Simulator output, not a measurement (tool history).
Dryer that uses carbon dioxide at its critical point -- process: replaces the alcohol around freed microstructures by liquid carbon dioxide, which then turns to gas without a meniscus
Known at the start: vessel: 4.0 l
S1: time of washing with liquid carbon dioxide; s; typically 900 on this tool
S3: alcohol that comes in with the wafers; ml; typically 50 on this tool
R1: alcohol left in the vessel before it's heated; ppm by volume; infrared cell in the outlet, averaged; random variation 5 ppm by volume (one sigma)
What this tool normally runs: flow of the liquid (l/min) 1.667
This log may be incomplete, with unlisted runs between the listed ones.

Run 1, hour 0: usual settings. Result: R1 119 ppm by volume.
Run 2, hour 27: usual settings but S3 42 ml. Result: R1 131 ppm by volume.
Run 3, hour 57.2: usual settings but S3 42 ml. Result: R1 117 ppm by volume.
Run 4, hour 86.7: usual settings but S3 42 ml. Result: R1 123 ppm by volume.
Run 5, hour 124.4: usual settings but S3 42 ml. Result: R1 140 ppm by volume.
Run 6, hour 167.6: usual settings. Result: R1 139 ppm by volume.
Run 7, hour 224.5: usual settings but S1 660 s. Result: R1 292 ppm by volume.
At hour 272.7: purifier's bed changed.
Run 8, hour 288.1: usual settings but S1 1140 s. Result: R1 16 ppm by volume.
Run 9, hour 329.9: usual settings but S3 110 ml. Result: R1 111 ppm by volume.
Run 10, hour 364.4: usual settings but S3 110 ml. Result: R1 111 ppm by volume.
Run 11, hour 394.7: usual settings but S3 110 ml. Result: R1 119 ppm by volume.
Run 12, hour 433.9: usual settings but S3 79 ml. Result: R1 95 ppm by volume.
Run 13, hour 476.7: usual settings but S3 79 ml. Result: R1 97 ppm by volume.
Run 14, hour 504.6: usual settings but S3 79 ml. Result: R1 103 ppm by volume.
Run 15, hour 553.9: usual settings but S3 79 ml. Result: R1 115 ppm by volume.
Run 16, hour 589.6: usual settings but S3 79 ml. Result: R1 112 ppm by volume.
Run 17, hour 618.3: usual settings but S3 63 ml. Result: R1 98 ppm by volume.
Run 18, hour 652.9: usual settings but S3 63 ml. Result: R1 107 ppm by volume.
Run 19, hour 699.8: usual settings but S3 73 ml. Result: R1 113 ppm by volume.
Run 20, hour 746.1: usual settings but flow of the liquid (l/min) 1.11, S3 73 ml. Result: R1 598 ppm by volume.
Run 21, hour 784.2: usual settings but S1 1140 s, flow of the liquid (l/min) 1.04, S3 73 ml. Result: R1 348 ppm by volume.
Run 22, hour 836.1: usual settings but S1 660 s, flow of the liquid (l/min) 2.05. Result: R1 144 ppm by volume.
At hour 840.1: inlet filter changed.
Run 23, hour 889.5: usual settings but S1 660 s, flow of the liquid (l/min) 2.05. Result: R1 118 ppm by volume.
Run 24, hour 946.7: usual settings but S1 1140 s, flow of the liquid (l/min) 2.38, S3 62 ml. Result: R1 75 ppm by volume.
Run 25, hour 973.6: usual settings but S1 1020 s, flow of the liquid (l/min) 2.38, S3 35 ml. Result: R1 71 ppm by volume.
Run 26, hour 1014.1: usual settings but S1 1020 s, flow of the liquid (l/min) 2.38, S3 35 ml. Result: R1 70 ppm by volume.
Run 27, hour 1055.4: usual settings but S1 1020 s, flow of the liquid (l/min) 2.38, S3 35 ml. Result: R1 59 ppm by volume.
Run 28, hour 1105: usual settings but S1 1020 s, flow of the liquid (l/min) 2.38, S3 35 ml. Result: R1 81 ppm by volume.
Run 29, hour 1156.4: usual settings but flow of the liquid (l/min) 2.13, S3 74 ml. Result: R1 97 ppm by volume.
Run 30, hour 1193.4: usual settings but S1 960 s, S3 58 ml. Result: R1 112 ppm by volume.
Run 31, hour 1228: usual settings but S1 1020 s, flow of the liquid (l/min) 1.75. Result: R1 104 ppm by volume.
Run 32, hour 1289.4: usual settings but S1 1080 s, flow of the liquid (l/min) 1.75. Result: R1 101 ppm by volume.
Run 33, hour 1328.5: usual settings but flow of the liquid (l/min) 1.79. Result: R1 132 ppm by volume.
Run 34, hour 1386.6: usual settings but S1 1260 s, flow of the liquid (l/min) 1.17, S3 84 ml. Result: R1 211 ppm by volume.
Run 35, hour 1418.4: usual settings but S1 1380 s, flow of the liquid (l/min) 2.6, S3 84 ml. Result: R1 104 ppm by volume.

Run 36 has not been measured yet. What should we expect?
Run 36, hour 1474.5: usual settings but flow of the liquid (l/min) 1.45. Result: R1 ?.

{"run 36": {"R1": 212}}
With the hidden condition absent and the run-to-run variation left alone, this run would have shown R1 75 ppm by volume.

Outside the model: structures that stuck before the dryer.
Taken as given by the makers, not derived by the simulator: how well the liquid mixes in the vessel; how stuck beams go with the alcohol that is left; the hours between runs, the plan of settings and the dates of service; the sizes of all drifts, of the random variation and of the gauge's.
